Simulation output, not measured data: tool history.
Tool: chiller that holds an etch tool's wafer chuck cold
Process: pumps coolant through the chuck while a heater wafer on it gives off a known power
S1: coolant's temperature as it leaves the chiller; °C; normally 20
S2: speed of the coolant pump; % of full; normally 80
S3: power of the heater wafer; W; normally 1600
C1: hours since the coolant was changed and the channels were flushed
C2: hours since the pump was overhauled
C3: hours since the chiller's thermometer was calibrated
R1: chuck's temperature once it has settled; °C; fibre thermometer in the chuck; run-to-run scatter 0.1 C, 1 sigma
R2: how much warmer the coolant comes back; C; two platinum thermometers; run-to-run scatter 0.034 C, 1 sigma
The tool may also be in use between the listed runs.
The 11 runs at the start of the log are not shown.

{"run": 12, "hour": 1062.1, "S1": 28, "S2": 80, "S3": 1600, "C1": 2209, "C2": 4712, "C3": 675, "R1": 46.9, "R2": 6.15}
{"run": 13, "hour": 1193.6, "S1": 20, "S2": 62, "S3": 1600, "C1": 2340, "C2": 4844, "C3": 806, "R1": 42.3, "R2": 7.9}
{"run": 14, "hour": 1252.1, "S1": 20, "S2": 62, "S3": 1600, "C1": 2399, "C2": 4902, "C3": 865, "R1": 42.3, "R2": 7.83}
{"run": 15, "hour": 1335.1, "S1": 20, "S2": 62, "S3": 1600, "C1": 2482, "C2": 4985, "C3": 948, "R1": 42.3, "R2": 7.9}
{"hour": 1352.2, "done": "coolant pump overhauled"}
{"run": 16, "hour": 1453.4, "S1": 20, "S2": 80, "S3": 941, "C1": 2595, "C2": 101, "C3": 1061, "R1": 31.3, "R2": 3.73}
{"run": 17, "hour": 1547.8, "S1": 20, "S2": 80, "S3": 941, "C1": 2689, "C2": 196, "C3": 1156, "R1": 31.2, "R2": 3.73}
{"run": 18, "hour": 1676.1, "S1": 20, "S2": 80, "S3": 941, "C1": 2818, "C2": 324, "C3": 1284, "R1": 31.5, "R2": 3.77}
{"run": 19, "hour": 1796.5, "S1": 20, "S2": 80, "S3": 941, "C1": 2938, "C2": 444, "C3": 1404, "R1": 31.6, "R2": 3.83}
{"run": 20, "hour": 1870.8, "S1": 14, "S2": 69, "S3": 1593, "C1": 3012, "C2": 519, "C3": 1479, "R1": 35.3, "R2": 7.37}
{"run": 21, "hour": 1950.5, "S1": 14, "S2": 69, "S3": 1593, "C1": 3092, "C2": 598, "C3": 1558, "R1": 35.6, "R2": 7.39}
{"run": 22, "hour": 2049.8, "S1": 18, "S2": 97, "S3": 1600, "C1": 3191, "C2": 698, "C3": 1658, "R1": 35.3, "R2": 5.34}
{"hour": 2062.6, "done": "coolant pump overhauled, once more"}
{"run": 23, "hour": 2138.4, "S1": 15, "S2": 80, "S3": 1540, "C1": 3275, "C2": 76, "C3": 1741, "R1": 32.2, "R2": 5.46}
{"run": 24, "hour": 2265.6, "S1": 15, "S2": 80, "S3": 1967, "C1": 3402, "C2": 203, "C3": 1868, "R1": 37.1, "R2": 6.89}
{"run": 25, "hour": 2334.0, "S1": 20, "S2": 67, "S3": 1601, "C1": 3471, "C2": 271, "C3": 1937, "R1": 40.1, "R2": 6.74}
{"run": 26, "hour": 2393.2, "S1": 11, "S2": 68, "S3": 1601, "C1": 3530, "C2": 331, "C3": 1996, "R1": 30.9, "R2": 6.63}
{"run": 27, "hour": 2519.2, "S1": 27, "S2": 82, "S3": 1565, "C1": 3656, "C2": 457, "C3": 2122, "R1": 44, "R2": 5.49}
{"run": 28, "hour": 2587.8, "S1": 23, "S2": 66, "S3": 1565, "C1": 3724, "C2": 525, "C3": 2191, "R1": 42.9, "R2": 6.66}
{"run": 29, "hour": 2670.2, "S1": 23, "S2": 66, "S3": 2077, "C1": 3807, "C2": 608, "C3": 2273, "R1": 49.6, "R2": 8.89}
{"run": 30, "hour": 2784.7, "S1": 23, "S2": 66, "S3": 2077, "C1": 3921, "C2": 722, "C3": 2387, "R1": 49.8, "R2": 8.88}
{"run": 31, "hour": 2911.7, "S1": 20, "S2": 74, "S3": 1306, "C1": 4048, "C2": 849, "C3": 2514, "R1": 35.4, "R2": 4.98}

Below are 5 alternative next runs, each starting from the tool's condition after run 31. Predict each:
{"run": "A", "hour": 3014.0, "S1": 20, "S2": 65, "S3": 996, "C1": 4151, "C2": 951, "C3": 2617, "R1": "?", "R2": "?"}
{"run": "B", "hour": 3014.0, "S1": 12, "S2": 95, "S3": 898, "C1": 4151, "C2": 951, "C3": 2617, "R1": "?", "R2": "?"}
{"run": "C", "hour": 3014.0, "S1": 16, "S2": 71, "S3": 964, "C1": 4151, "C2": 951, "C3": 2617, "R1": "?", "R2": "?"}
{"run": "D", "hour": 3014.0, "S1": 20, "S2": 65, "S3": 1678, "C1": 4151, "C2": 951, "C3": 2617, "R1": "?", "R2": "?"}
{"run": "E", "hour": 3014.0, "S1": 20, "S2": 73, "S3": 1600, "C1": 4151, "C2": 951, "C3": 2617, "R1": "?", "R2": "?"}

run=A R1=32.8 R2=4.32
run=B R1=21 R2=2.73
run=C R1=27.6 R2=3.92
run=D R1=41.7 R2=7.34
run=E R1=39.2 R2=6.24
Without the tool's unlogged condition, the same runs would have read:
run=A R1=32.4 R2=4.25
run=B R1=20.8 R2=2.69
run=C R1=27.2 R2=3.86
run=D R1=40.7 R2=7.23
run=E R1=38.4 R2=6.15
